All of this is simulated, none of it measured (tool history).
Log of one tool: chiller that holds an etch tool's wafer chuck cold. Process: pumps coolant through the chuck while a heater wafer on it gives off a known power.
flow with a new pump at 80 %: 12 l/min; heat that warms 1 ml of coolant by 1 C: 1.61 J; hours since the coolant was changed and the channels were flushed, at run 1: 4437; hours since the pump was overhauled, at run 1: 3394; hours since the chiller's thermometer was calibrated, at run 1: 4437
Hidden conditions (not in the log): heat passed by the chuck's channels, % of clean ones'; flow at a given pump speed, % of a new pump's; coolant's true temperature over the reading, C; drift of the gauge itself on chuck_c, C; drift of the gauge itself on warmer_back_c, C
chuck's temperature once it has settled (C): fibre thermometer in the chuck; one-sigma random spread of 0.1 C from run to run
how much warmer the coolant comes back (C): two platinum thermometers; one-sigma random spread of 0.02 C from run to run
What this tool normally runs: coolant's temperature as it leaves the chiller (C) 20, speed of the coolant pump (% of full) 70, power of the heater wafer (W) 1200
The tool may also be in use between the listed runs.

run	hour	coolant's temperature as it leaves the chiller (C)	speed of the coolant pump (% of full)	power of the heater wafer (W)	hours since the coolant was changed and the channels were flushed	hours since the pump was overhauled	hours since the chiller's thermometer was calibrated	chuck's temperature once it has settled (C)	how much warmer the coolant comes back (C)
1	0	20	70	1200	4437	3394	4437	35.3	4.3
2	102.4	20	70	1200	4539	3497	4539	35.1	4.23
3	211	20	70	1200	4648	3605	4648	35.3	4.27
4	321.6	20	70	623	4759	3716	4759	27.7	2.2
5	454.7	20	70	623	4892	3849	4892	27.8	2.21
# hour 491.4: coolant changed, channels flushed
# hour 568.8: chiller's thermometer calibrated
6	594.4	20	70	623	102	3982	26	28	2.19
7	713.3	20	70	623	221	4101	145	27.8	2.19
8	865	20	70	623	373	4252	296	27.8	2.2
9	1020.8	20	70	1200	528	4408	452	35.1	4.24
10	1145	26	70	1200	653	4532	576	41.1	4.28
11	1225.3	20	65	1200	733	4612	656	36.1	4.54
12	1366.5	20	70	656	874	4754	798	28.2	2.35
13	1458.6	20	70	656	966	4846	890	28.4	2.33
14	1580.8	20	96	656	1088	4968	1012	26.3	1.66
15	1652.7	20	96	656	1160	5040	1084	26.2	1.71
16	1750.3	20	96	656	1258	5138	1182	26.3	1.69
17	1877.1	18	96	1364	1385	5264	1308	31.2	3.52
18	1999.8	18	96	1364	1507	5387	1431	31.2	3.58
19	2102.9	29	76	1611	1611	5490	1534	48.1	5.23
20	2197.6	29	76	1611	1705	5585	1629	48	5.27
21	2352.9	20	72	1317	1861	5740	1784	36.3	4.55

What does the tool deliver on the next run?
22	2475.6	20	88	1457	1983	5863	1907	?	?

{"run 22": {"chuck's temperature once it has settled (C)": 35.3, "how much warmer the coolant comes back (C)": 4.14}}
Had the tool carried no hidden state, the very same run would have given chuck's temperature once it has settled (C) 35.3, how much warmer the coolant comes back (C) 4.13.
